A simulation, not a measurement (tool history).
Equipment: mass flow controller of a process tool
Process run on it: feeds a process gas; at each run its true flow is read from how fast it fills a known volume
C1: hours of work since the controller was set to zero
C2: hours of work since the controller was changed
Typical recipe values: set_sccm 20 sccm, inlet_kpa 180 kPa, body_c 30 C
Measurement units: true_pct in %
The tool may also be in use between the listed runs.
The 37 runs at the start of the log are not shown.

{"run": 38, "hour": 2443.6, "set_sccm": 7, "inlet_kpa": 180, "body_c": 30, "C1": 163, "C2": 2752, "true_pct": 98.54}
{"run": 39, "hour": 2511.0, "set_sccm": 41, "inlet_kpa": 166, "body_c": 22, "C1": 188, "C2": 2778, "true_pct": 100.22}
{"run": 40, "hour": 2593.6, "set_sccm": 41, "inlet_kpa": 166, "body_c": 22, "C1": 219, "C2": 2808, "true_pct": 100.17}
{"run": 41, "hour": 2667.9, "set_sccm": 41, "inlet_kpa": 166, "body_c": 22, "C1": 246, "C2": 2836, "true_pct": 100.18}
{"run": 42, "hour": 2711.2, "set_sccm": 43, "inlet_kpa": 166, "body_c": 21, "C1": 263, "C2": 2852, "true_pct": 100.31}
{"run": 43, "hour": 2761.5, "set_sccm": 20, "inlet_kpa": 180, "body_c": 34, "C1": 281, "C2": 2871, "true_pct": 99.45}
{"run": 44, "hour": 2851.9, "set_sccm": 15, "inlet_kpa": 146, "body_c": 26, "C1": 315, "C2": 2905, "true_pct": 98.77}
{"run": 45, "hour": 2911.0, "set_sccm": 33, "inlet_kpa": 143, "body_c": 27, "C1": 337, "C2": 2927, "true_pct": 99.77}
{"run": 46, "hour": 2975.5, "set_sccm": 20, "inlet_kpa": 219, "body_c": 27, "C1": 362, "C2": 2951, "true_pct": 99.5}
{"run": 47, "hour": 3032.1, "set_sccm": 20, "inlet_kpa": 180, "body_c": 39, "C1": 383, "C2": 2972, "true_pct": 99.62}
{"run": 48, "hour": 3083.0, "set_sccm": 20, "inlet_kpa": 180, "body_c": 39, "C1": 402, "C2": 2992, "true_pct": 99.58}

Alternative continuations, all from the tool just after run 48; predict every row:
{"run": "A", "hour": 3147.5, "set_sccm": 43, "inlet_kpa": 180, "body_c": 30, "C1": 426, "C2": 3016, "true_pct": "?"}
{"run": "B", "hour": 3147.5, "set_sccm": 24, "inlet_kpa": 180, "body_c": 30, "C1": 426, "C2": 3016, "true_pct": "?"}
{"run": "C", "hour": 3147.5, "set_sccm": 10, "inlet_kpa": 161, "body_c": 37, "C1": 426, "C2": 3016, "true_pct": "?"}
{"run": "D", "hour": 3147.5, "set_sccm": 9, "inlet_kpa": 178, "body_c": 34, "C1": 426, "C2": 3016, "true_pct": "?"}

run=A true_pct=100.61
run=B true_pct=99.72
run=C true_pct=98.75
run=D true_pct=98.69
Had the tool no hidden state, the same runs would have come out as:
run=A true_pct=99.65
run=B true_pct=98.83
run=C true_pct=98.09
run=D true_pct=98.07
